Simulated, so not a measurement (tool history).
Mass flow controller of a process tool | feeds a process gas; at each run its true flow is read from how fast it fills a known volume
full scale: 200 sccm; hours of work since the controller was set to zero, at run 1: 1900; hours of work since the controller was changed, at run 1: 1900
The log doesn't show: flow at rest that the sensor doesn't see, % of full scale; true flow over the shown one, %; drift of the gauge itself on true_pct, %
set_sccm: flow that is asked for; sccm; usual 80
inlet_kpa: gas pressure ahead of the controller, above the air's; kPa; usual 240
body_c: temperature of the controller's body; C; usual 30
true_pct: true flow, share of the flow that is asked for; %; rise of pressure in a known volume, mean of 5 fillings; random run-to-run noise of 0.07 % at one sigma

run     hour  set_sccm  inlet_kpa  body_c  hours of work since the controller was set to zero  hours of work since the controller was changed  true_pct
  1      0.0        80        240      30                                                1900                                            1900     98.79
  2    284.9        80        240      25                                                2042                                            2042     98.41
  3    507.8        80        240      25                                                2153                                            2153     98.33
  4    719.2        80        240      30                                                2258                                            2258     98.73
  5   1095.9        80        240      30                                                2446                                            2446     98.77
  6   1507.8        80        240      30                                                2652                                            2652     98.85
  7   1939.3       162        240      30                                                2867                                            2867     99.95
  8   2259.3        80        240      30                                                3027                                            3027     98.85
  9   2489.0        80        240      30                                                3141                                            3141     98.69
 10   2713.3        80        240      30                                                3253                                            3253     98.73
 11   2932.7        80        240      30                                                3363                                            3363     98.71
 12   3293.0        80        240      30                                                3542                                            3542     98.78
 13   3551.9        80        240      30                                                3671                                            3671     98.62
 14   4006.4        80        240      30                                                3898                                            3898     98.80
 15   4459.6        80        147      30                                                4124                                            4124     99.19
 16   4728.6        80        240      21                                                4258                                            4258     98.10
 17   5131.1        80        240      21                                                4459                                            4459     98.17
 18   5499.6        80        240      21                                                4643                                            4643     98.07
 19   5746.7       158        240      21                                                4766                                            4766     99.07
 20   5964.4       158        240      21                                                4875                                            4875     99.00
 21   6286.2        80        240      30                                                5035                                            5035     98.58
 22   6533.4        80        240      30                                                5159                                            5159     98.88
 23   6835.9        80        240      30                                                5310                                            5310     98.69
 24   7024.7        80        240      30                                                5404                                            5404     98.68
 25   7476.0        80        240      30                                                5629                                            5629     98.79
 26   7666.2        80        173      30                                                5724                                            5724     98.98
 27   8056.9        80        173      30                                                5919                                            5919     98.95
 28   8441.1        80        173      30                                                6110                                            6110     98.90
 29   8830.7        80        181      30                                                6305                                            6305     98.94
 30   9157.1       159        154      24                                                6467                                            6467     99.53
 31   9472.9        28        240      28                                                6625                                            6625     97.94
 32   9852.1        80        161      39                                                6814                                            6814     99.61
 33  10304.9       160        240      33                                                7040                                            7040     99.98
 34  10574.5       106        147      32                                                7175                                            7175     99.46
     10681.7  -- controller's zero set anew
 35  11013.0        80        211      30                                                 165                                            7393     98.77
 36  11467.5       149        240      39                                                 392                                            7620    100.23
 37  11690.1       124        154      30                                                 503                                            7731     99.56
 38  11894.0        30        141      30                                                 605                                            7832     98.42
 39  12256.2        30        141      30                                                 785                                            8013     98.42
 40  12484.5        48        163      30                                                 899                                            8127     98.61
 41  12704.3       193        219      28                                                1009                                            8237    100.07
 42  13104.1        80        257      36                                                1208                                            8436     99.06
 43  13409.2        80        143      27                                                1361                                            8588     98.83
 44  13796.7       109        164      27                                                1554                                            8782     99.12
 45  14178.2       109        164      27                                                1744                                            8972     99.15
 46  14375.0       109        164      27                                                1842                                            9070     99.15
 47  14764.4        57        180      40                                                2037                                            9264     99.41
 48  15150.8        57        180      40                                                2229                                            9457     99.41
 49  15341.3        61        240      34                                                2324                                            9552     98.85

3 options for the next run, each taken on its own from the tool as it stands now. Forecast them:
  A  15684.9       108        240      30                                                2496                                            9723         ?
  B  15684.9       130        240      34                                                2496                                            9723         ?
  C  15684.9        61        146      34                                                2496                                            9723         ?

run  true_pct
  A     99.11
  B     99.62
  C     99.01
With the hidden condition removed and each run's random variation left untouched, the same runs would have given:
run  true_pct
  A     99.12
  B     99.64
  C     99.02

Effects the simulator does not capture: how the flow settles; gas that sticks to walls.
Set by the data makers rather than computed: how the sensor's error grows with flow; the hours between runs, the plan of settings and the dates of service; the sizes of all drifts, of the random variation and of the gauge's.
